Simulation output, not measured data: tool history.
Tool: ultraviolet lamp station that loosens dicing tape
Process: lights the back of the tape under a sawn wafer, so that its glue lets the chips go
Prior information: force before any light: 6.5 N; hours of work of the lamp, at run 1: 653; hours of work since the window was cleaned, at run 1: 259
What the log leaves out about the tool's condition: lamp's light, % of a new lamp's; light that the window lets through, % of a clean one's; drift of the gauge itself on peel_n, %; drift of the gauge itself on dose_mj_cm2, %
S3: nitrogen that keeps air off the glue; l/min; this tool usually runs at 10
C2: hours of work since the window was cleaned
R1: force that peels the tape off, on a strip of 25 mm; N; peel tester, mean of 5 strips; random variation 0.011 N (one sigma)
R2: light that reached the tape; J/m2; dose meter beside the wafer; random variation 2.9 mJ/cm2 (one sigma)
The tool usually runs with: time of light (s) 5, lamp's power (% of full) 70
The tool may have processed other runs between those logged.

Run 1, hour 0: usual settings; hours of work of the lamp 653; C2 259. Result: R1 0.775 N, R2 3090 J/m2.
Run 2, hour 29.8: usual settings but lamp's power (% of full) 68; hours of work of the lamp 668; C2 274. Result: R1 0.825 N, R2 3080 J/m2.
Run 3, hour 48.7: usual settings; hours of work of the lamp 678; C2 283. Result: R1 0.768 N, R2 3130 J/m2.
Run 4, hour 67.1: usual settings but S3 5 l/min; hours of work of the lamp 687; C2 293. Result: R1 1.221 N, R2 3090 J/m2.
Run 5, hour 98.5: usual settings but S3 5 l/min; hours of work of the lamp 703; C2 309. Result: R1 1.271 N, R2 3070 J/m2.
Run 6, hour 113.9: usual settings but S3 5 l/min; hours of work of the lamp 711; C2 316. Result: R1 1.275 N, R2 3070 J/m2.
Run 7, hour 136.4: usual settings but S3 9 l/min; hours of work of the lamp 722; C2 328. Result: R1 0.903 N, R2 3060 J/m2.
Run 8, hour 151.9: usual settings but S3 3 l/min; hours of work of the lamp 730; C2 336. Result: R1 1.724 N, R2 2980 J/m2.
Run 9, hour 185.4: usual settings but S3 3 l/min; hours of work of the lamp 747; C2 352. Result: R1 1.785 N, R2 2990 J/m2.
Run 10, hour 217.9: usual settings but S3 3 l/min; hours of work of the lamp 763; C2 369. Result: R1 1.835 N, R2 2960 J/m2.
Run 11, hour 251.6: usual settings but S3 5 l/min; hours of work of the lamp 781; C2 386. Result: R1 1.329 N, R2 2940 J/m2.
Run 12, hour 269: usual settings but S3 5 l/min; hours of work of the lamp 789; C2 395. Result: R1 1.371 N, R2 2850 J/m2.
Run 13, hour 289.5: usual settings but S3 5 l/min; hours of work of the lamp 800; C2 405. Result: R1 1.473 N, R2 2880 J/m2.
Run 14, hour 310.4: usual settings; hours of work of the lamp 810; C2 416. Result: R1 0.911 N, R2 2830 J/m2.
Run 15, hour 327.9: usual settings but time of light (s) 4; hours of work of the lamp 819; C2 424. Result: R1 1.297 N, R2 2270 J/m2.
At hour 331.3: window cleaned of glue's vapour.
Run 16, hour 345.5: usual settings; hours of work of the lamp 828; C2 7. Result: R1 1.029 N, R2 2660 J/m2.
Run 17, hour 365.8: usual settings; hours of work of the lamp 838; C2 17. Result: R1 0.993 N, R2 2660 J/m2.
Run 18, hour 396.9: usual settings but lamp's power (% of full) 67; hours of work of the lamp 854; C2 33. Result: R1 1.116 N, R2 2470 J/m2.
Run 19, hour 430.1: usual settings but lamp's power (% of full) 67; hours of work of the lamp 871; C2 50. Result: R1 1.148 N, R2 2490 J/m2.
Run 20, hour 459.7: usual settings but lamp's power (% of full) 63; hours of work of the lamp 886; C2 65. Result: R1 1.266 N, R2 2300 J/m2.
Run 21, hour 489.6: usual settings but lamp's power (% of full) 63; hours of work of the lamp 901; C2 80. Result: R1 1.247 N, R2 2280 J/m2.
At hour 496.1: window cleaned of glue's vapour, once more.
Run 22, hour 521.9: usual settings but time of light (s) 6, lamp's power (% of full) 69, S3 8 l/min; hours of work of the lamp 917; C2 13. Result: R1 0.634 N, R2 3790 J/m2.
Run 23, hour 539.2: usual settings but lamp's power (% of full) 84; hours of work of the lamp 925; C2 22. Result: R1 0.573 N, R2 3780 J/m2.
Run 24, hour 566.5: usual settings but time of light (s) 8, lamp's power (% of full) 83, S3 8 l/min; hours of work of the lamp 939; C2 36. Result: R1 0.307 N, R2 5920 J/m2.
Run 25, hour 598.9: usual settings but time of light (s) 8, lamp's power (% of full) 83, S3 8 l/min; hours of work of the lamp 956; C2 52. Result: R1 0.313 N, R2 5820 J/m2.
Run 26, hour 631.2: usual settings but time of light (s) 2, lamp's power (% of full) 62, S3 3 l/min; hours of work of the lamp 972; C2 68. Result: R1 3.946 N, R2 1090 J/m2.
Run 27, hour 651: usual settings but lamp's power (% of full) 96, S3 19 l/min; hours of work of the lamp 982; C2 78. Result: R1 0.353 N, R2 4160 J/m2.
Run 28, hour 671.8: usual settings but time of light (s) 8, lamp's power (% of full) 75, S3 4 l/min; hours of work of the lamp 993; C2 89. Result: R1 0.6 N, R2 5210 J/m2.
Run 29, hour 690.7: usual settings but time of light (s) 8, lamp's power (% of full) 75, S3 4 l/min; hours of work of the lamp 1002; C2 98. Result: R1 0.635 N, R2 5150 J/m2.
Run 30, hour 717.5: usual settings but time of light (s) 3, lamp's power (% of full) 79, S3 6 l/min; hours of work of the lamp 1016; C2 112. Result: R1 2 N, R2 2010 J/m2.
Run 31, hour 746.2: usual settings but time of light (s) 4, S3 8 l/min; hours of work of the lamp 1030; C2 126. Result: R1 1.411 N, R2 2370 J/m2.
Run 32, hour 776.5: usual settings but time of light (s) 7, S3 6 l/min; hours of work of the lamp 1045; C2 142. Result: R1 0.688 N, R2 4080 J/m2.
Run 33, hour 806.6: usual settings but time of light (s) 7, S3 6 l/min; hours of work of the lamp 1061; C2 157. Result: R1 0.723 N, R2 4000 J/m2.
Run 34, hour 826.7: usual settings but time of light (s) 7, S3 6 l/min; hours of work of the lamp 1071; C2 167. Result: R1 0.697 N, R2 4020 J/m2.
Run 35, hour 847.7: usual settings but time of light (s) 10, lamp's power (% of full) 66, S3 9 l/min; hours of work of the lamp 1082; C2 178. Result: R1 0.315 N, R2 5410 J/m2.
Run 36, hour 868.7: usual settings but time of light (s) 10, lamp's power (% of full) 66, S3 9 l/min; hours of work of the lamp 1092; C2 188. Result: R1 0.326 N, R2 5370 J/m2.
Run 37, hour 902.6: usual settings but time of light (s) 3, S3 5 l/min; hours of work of the lamp 1109; C2 206. Result: R1 2.559 N, R2 1700 J/m2.
Run 38, hour 929.5: usual settings but time of light (s) 3, S3 5 l/min; hours of work of the lamp 1123; C2 219. Result: R1 2.526 N, R2 1640 J/m2.
Run 39, hour 948.5: usual settings but time of light (s) 2, lamp's power (% of full) 66, S3 13 l/min; hours of work of the lamp 1132; C2 229. Result: R1 2.817 N, R2 1050 J/m2.
Run 40, hour 966.4: usual settings but time of light (s) 3, lamp's power (% of full) 67, S3 11 l/min; hours of work of the lamp 1142; C2 238. Result: R1 2.021 N, R2 1560 J/m2.
Run 41, hour 990.7: usual settings but time of light (s) 7, lamp's power (% of full) 65, S3 11 l/min; hours of work of the lamp 1154; C2 250. Result: R1 0.603 N, R2 3510 J/m2.
Run 42, hour 1004.6: usual settings but time of light (s) 6, lamp's power (% of full) 99, S3 7 l/min; hours of work of the lamp 1161; C2 257. Result: R1 0.502 N, R2 4570 J/m2.

Measured less the same run without the tool's hidden state. The same run-to-run variation is in both; the gauge's scatter may not be:
run      R1     R2
  1  +0.288   -930
  2  +0.311   -940
  3  +0.296   -980
  4  +0.446  -1000
  5   +0.48  -1040
  6  +0.485  -1060
  7  +0.369  -1080
  8  +0.604  -1090
  9  +0.642  -1130
 10  +0.673  -1150
 11  +0.558  -1200
 12  +0.581  -1190
 13  +0.629  -1230
 14  +0.432  -1230
 15  +0.587  -1000
 16  +0.542  -1440
 17  +0.529  -1470
 18    +0.6  -1420
 19   +0.63  -1450
 20  +0.693  -1390
 21  +0.692  -1420
 22   +0.23  -1100
 23  +0.202  -1130
 24  +0.068  -1840
 25   +0.07  -1890
 26  +0.589   -370
 27  +0.086  -1450
 28  +0.247  -1850
 29   +0.26  -1890
 30   +0.68   -760
 31  +0.573   -930
 32  +0.307  -1660
 33  +0.331  -1700
 34  +0.322  -1740
 35  +0.092  -2370
 36  +0.096  -2400
 37  +0.857   -790
 38  +0.859   -800
 39  +0.916   -510
 40  +0.843   -790
 41  +0.295  -1810
 42  +0.229  -2380
